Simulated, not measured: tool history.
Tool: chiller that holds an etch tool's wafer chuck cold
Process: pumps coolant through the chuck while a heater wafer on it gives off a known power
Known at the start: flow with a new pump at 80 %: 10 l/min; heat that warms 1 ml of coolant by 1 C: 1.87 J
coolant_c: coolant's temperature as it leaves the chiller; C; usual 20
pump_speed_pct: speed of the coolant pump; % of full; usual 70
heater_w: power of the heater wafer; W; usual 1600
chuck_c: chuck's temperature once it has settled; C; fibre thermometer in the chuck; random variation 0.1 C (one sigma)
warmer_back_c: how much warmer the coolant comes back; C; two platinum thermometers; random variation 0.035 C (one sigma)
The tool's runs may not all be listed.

run 1 day=0.000 | coolant_c=20 pump_speed_pct=70 heater_w=1600 | chuck_c=34.9 warmer_back_c=5.88
run 2 day=1.483 | coolant_c=20 pump_speed_pct=70 heater_w=1600 | chuck_c=35.0 warmer_back_c=5.85
run 3 day=2.367 | coolant_c=20 pump_speed_pct=70 heater_w=1600 | chuck_c=34.8 warmer_back_c=5.91
run 4 day=3.962 | coolant_c=20 pump_speed_pct=70 heater_w=1600 | chuck_c=34.8 warmer_back_c=5.87
run 5 day=4.988 | coolant_c=20 pump_speed_pct=70 heater_w=1600 | chuck_c=34.8 warmer_back_c=5.91
run 6 day=6.646 | coolant_c=11 pump_speed_pct=70 heater_w=1600 | chuck_c=25.9 warmer_back_c=5.78
run 7 day=7.750 | coolant_c=11 pump_speed_pct=70 heater_w=1600 | chuck_c=25.8 warmer_back_c=5.83

Forecast run 8:
run 8 day=9.454 | coolant_c=20 pump_speed_pct=70 heater_w=962 | chuck_c=? warmer_back_c=?

chuck_c: 28.9 C
warmer_back_c: 3.46 C
Without the tool's hidden state the same run would have given chuck_c 28.9 C, warmer_back_c 3.55 C.
